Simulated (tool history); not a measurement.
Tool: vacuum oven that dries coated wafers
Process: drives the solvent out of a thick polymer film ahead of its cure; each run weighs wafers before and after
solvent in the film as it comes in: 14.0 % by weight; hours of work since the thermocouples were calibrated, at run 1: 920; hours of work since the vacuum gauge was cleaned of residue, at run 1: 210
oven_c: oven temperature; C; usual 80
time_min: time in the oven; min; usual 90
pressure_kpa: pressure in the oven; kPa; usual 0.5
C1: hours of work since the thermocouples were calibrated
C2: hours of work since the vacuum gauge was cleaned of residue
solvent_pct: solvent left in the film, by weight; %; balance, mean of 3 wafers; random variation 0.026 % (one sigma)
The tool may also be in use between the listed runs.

Run 1, day 0: usual settings; C1 920; C2 210. Result: solvent_pct 1.48 %.
Run 2, day 1.188: usual settings but oven_c 65 C; C1 936; C2 226. Result: solvent_pct 4.53 %.
Run 3, day 2.104: usual settings but oven_c 65 C; C1 948; C2 238. Result: solvent_pct 4.53 %.
Run 4, day 2.758: usual settings but oven_c 69 C; C1 957; C2 246. Result: solvent_pct 3.59 %.
Run 5, day 3.333: usual settings but oven_c 69 C; C1 964; C2 254. Result: solvent_pct 3.64 %.
Run 6, day 4.488: usual settings but oven_c 69 C; C1 980; C2 269. Result: solvent_pct 3.59 %.
Run 7, day 5.179: usual settings but oven_c 69 C; C1 989; C2 278. Result: solvent_pct 3.61 %.
Run 8, day 5.746: usual settings but oven_c 72 C; C1 996; C2 286. Result: solvent_pct 2.9 %.
Run 9, day 6.412: usual settings; C1 1005; C2 295. Result: solvent_pct 1.46 %.
Run 10, day 7.112: usual settings but pressure_kpa 0.999 kPa; C1 1014; C2 304. Result: solvent_pct 1.71 %.
Run 11, day 8.158: usual settings but pressure_kpa 0.999 kPa; C1 1028; C2 318. Result: solvent_pct 1.71 %.
Run 12, day 8.738: usual settings; C1 1036; C2 325. Result: solvent_pct 1.52 %.
Run 13, day 9.275: usual settings; C1 1043; C2 333. Result: solvent_pct 1.54 %.
Run 14, day 10.121: usual settings but oven_c 84 C; C1 1054; C2 344. Result: solvent_pct 0.99 %.
Run 15, day 10.967: usual settings but oven_c 84 C; C1 1065; C2 355. Result: solvent_pct 0.97 %.
Run 16, day 11.808: usual settings but oven_c 84 C; C1 1076; C2 366. Result: solvent_pct 0.99 %.
Run 17, day 12.55: usual settings; C1 1086; C2 376. Result: solvent_pct 1.49 %.
Run 18, day 13.158: usual settings; C1 1094; C2 384. Result: solvent_pct 1.46 %.
Run 19, day 13.65: usual settings; C1 1101; C2 390. Result: solvent_pct 1.52 %.
Run 20, day 14.692: usual settings; C1 1114; C2 404. Result: solvent_pct 1.48 %.
Run 21, day 15.667: usual settings; C1 1127; C2 417. Result: solvent_pct 1.48 %.
Run 22, day 16.45: usual settings but oven_c 84 C, time_min 137 min, pressure_kpa 1.932 kPa; C1 1138; C2 427. Result: solvent_pct 0.93 %.
Run 23, day 17.333: usual settings but oven_c 84 C, time_min 137 min, pressure_kpa 1.596 kPa; C1 1149; C2 439. Result: solvent_pct 0.81 %.
Run 24, day 18: usual settings but time_min 68 min, pressure_kpa 0.8 kPa; C1 1158; C2 448. Result: solvent_pct 2.45 %.
Run 25, day 19.096: usual settings but time_min 68 min, pressure_kpa 0.8 kPa; C1 1173; C2 462. Result: solvent_pct 2.48 %.
Run 26, day 19.825: usual settings but time_min 57 min, pressure_kpa 0.39 kPa; C1 1182; C2 472. Result: solvent_pct 2.95 %.
Run 27, day 20.996: usual settings but oven_c 82 C, time_min 160 min, pressure_kpa 1.473 kPa; C1 1198; C2 488. Result: solvent_pct 0.79 %.
Run 28, day 21.696: usual settings but oven_c 85 C, time_min 112 min, pressure_kpa 0.257 kPa; C1 1207; C2 497. Result: solvent_pct 0.48 %.
Run 29, day 22.267: usual settings but oven_c 66 C, time_min 49 min, pressure_kpa 0.257 kPa; C1 1215; C2 504. Result: solvent_pct 6.48 %.
Run 30, day 23.088: usual settings but oven_c 83 C, time_min 120 min, pressure_kpa 0.901 kPa; C1 1225; C2 515. Result: solvent_pct 0.76 %.
Run 31, day 24.096: usual settings but oven_c 91 C, time_min 78 min, pressure_kpa 0.901 kPa; C1 1239; C2 529. Result: solvent_pct 0.72 %.
Run 32, day 24.621: usual settings but oven_c 91 C, time_min 78 min, pressure_kpa 1.944 kPa; C1 1246; C2 536. Result: solvent_pct 1.01 %.
Run 33, day 25.629: usual settings but pressure_kpa 1.643 kPa; C1 1259; C2 549. Result: solvent_pct 1.94 %.
Run 34, day 26.221: usual settings but oven_c 70 C, time_min 46 min, pressure_kpa 0.493 kPa; C1 1267; C2 557. Result: solvent_pct 5.93 %.
Run 35, day 27.058: usual settings but oven_c 70 C, time_min 46 min, pressure_kpa 0.493 kPa; C1 1278; C2 568. Result: solvent_pct 5.99 %.
Run 36, day 27.671: usual settings but oven_c 70 C, time_min 46 min, pressure_kpa 0.493 kPa; C1 1286; C2 576. Result: solvent_pct 5.96 %.
Run 37, day 28.671: usual settings but oven_c 91 C, time_min 131 min, pressure_kpa 0.969 kPa; C1 1299; C2 589. Result: solvent_pct 0.38 %.
Run 38, day 29.379: usual settings but pressure_kpa 0.73 kPa; C1 1309; C2 598. Result: solvent_pct 1.56 %.
Run 39, day 30.4: usual settings but pressure_kpa 0.73 kPa; C1 1322; C2 612. Result: solvent_pct 1.59 %.
Run 40, day 31.225: usual settings but oven_c 82 C, time_min 98 min; C1 1333; C2 623. Result: solvent_pct 1.01 %.
Run 41, day 32.271: usual settings but pressure_kpa 1.084 kPa; C1 1347; C2 637. Result: solvent_pct 1.67 %.
Run 42, day 32.838: usual settings but oven_c 78 C, time_min 49 min, pressure_kpa 1.084 kPa; C1 1354; C2 644. Result: solvent_pct 4.16 %.

3 ways to go on from here, each from the tool as it stands after run 42. What would each give?
Run A, day 34.004: usual settings but oven_c 72 C, time_min 47 min, pressure_kpa 0.447 kPa; C1 1370; C2 660. Result: solvent_pct ?.
Run B, day 34.004: usual settings but oven_c 82 C, time_min 74 min, pressure_kpa 0.304 kPa; C1 1370; C2 660. Result: solvent_pct ?.
Run C, day 34.004: usual settings but oven_c 78 C, time_min 93 min, pressure_kpa 0.793 kPa; C1 1370; C2 660. Result: solvent_pct ?.

run  solvent_pct
  A         5.45
  B         1.64
  C         1.78
Without the tool's hidden state the same runs would have given:
run  solvent_pct
  A         5.93
  B         1.98
  C         2.11
